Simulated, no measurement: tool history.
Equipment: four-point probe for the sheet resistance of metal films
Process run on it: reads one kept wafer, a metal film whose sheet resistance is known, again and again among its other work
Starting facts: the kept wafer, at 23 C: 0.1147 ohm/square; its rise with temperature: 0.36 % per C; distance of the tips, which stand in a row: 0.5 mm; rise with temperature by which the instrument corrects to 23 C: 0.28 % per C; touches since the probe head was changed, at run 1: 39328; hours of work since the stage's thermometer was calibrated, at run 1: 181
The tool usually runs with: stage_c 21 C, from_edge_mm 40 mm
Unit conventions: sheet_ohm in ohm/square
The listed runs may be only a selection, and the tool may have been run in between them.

run	hour	stage_c	from_edge_mm	touches since the probe head was changed	hours of work since the stage's thermometer was calibrated	sheet_ohm
1	0.0	21	40	39328	181	0.115325
2	22.2	21	29	40577	196	0.115366
3	48.7	21	29	42062	214	0.115391
4	78.1	21	29	43711	233	0.115390
5	97.2	29	40	44785	246	0.116140
6	111.6	29	40	45594	255	0.116171
7	126.1	29	40	46408	265	0.116163
8	159.9	21	40	48309	287	0.115515
9	191.4	20	40	50075	308	0.115415
10	224.1	20	40	51912	330	0.115422
11	253.6	28	40	53566	349	0.116195
12	279.6	28	40	55026	366	0.116257
13	313.4	26	40	56925	389	0.116034
14	341.0	26	40	58477	407	0.116087
15	359.1	21	49	59489	419	0.115627
16	385.6	21	49	60982	437	0.115696
17	415.5	21	49	62657	456	0.115667
18	442.1	21	5	64154	474	0.116314
19	477.0	21	5	66114	497	0.116340
20	509.3	31	40	67924	518	0.116698
21	533.7	21	34	69297	535	0.115765
22	553.7	21	34	70420	548	0.115851
23	569.0	21	34	71276	558	0.115858
24	603.4	24	6	73212	581	0.116543
25	625.3	21	48	74440	595	0.115874
26	653.6	21	3	76028	614	0.117616
27	671.5	29	67	77035	626	0.116654
28	702.4	29	67	78767	646	0.116688
# hour 717.3: new probe head fitted
29	733.7	31	32	917	666	0.115660
# hour 737.2: stage's thermometer calibrated
30	748.3	31	32	1709	7	0.115696
31	767.5	19	6	2787	20	0.115059
32	783.9	20	11	3712	31	0.114834
33	800.3	21	12	4633	42	0.114876
34	820.6	19	4	5767	55	0.115615
35	835.7	19	5	6618	65	0.115295
# hour 849.2: stage's thermometer calibrated, once more
36	866.4	20	11	8314	11	0.114788
37	882.5	19	3	9218	22	0.116265
38	915.1	23	24	11050	44	0.115018
39	945.8	22	4	12771	64	0.115878
40	963.9	23	16	13791	76	0.115108
41	996.7	19	4	15630	98	0.115624
42	1029.9	28	4	17493	120	0.116496
43	1055.9	34	8	18954	137	0.116372
44	1088.2	19	8	20768	158	0.115021

Each run again, without the hidden state but with its own random variation kept:
Hidden state present: inner tips' distance over the nominal, %; tips' flats over new ones', %; wafer's true temperature over the reading, C; drift of the gauge itself on sheet_ohm, %.
run	sheet_ohm
1	0.114536
2	0.114556
3	0.114555
4	0.114529
5	0.115257
6	0.115275
7	0.115254
8	0.114581
9	0.114454
10	0.114430
11	0.115172
12	0.115209
13	0.114959
14	0.114988
15	0.114516
16	0.114557
17	0.114500
18	0.115118
19	0.115110
20	0.115439
21	0.114491
22	0.114560
23	0.114554
24	0.115201
25	0.114517
26	0.116216
27	0.115251
28	0.115256
29	0.115437
30	0.115441
31	0.114783
32	0.114546
33	0.114574
34	0.115291
35	0.114959
36	0.114551
37	0.116012
38	0.114741
39	0.115570
40	0.114787
41	0.115273
42	0.116115
43	0.115969
44	0.114592
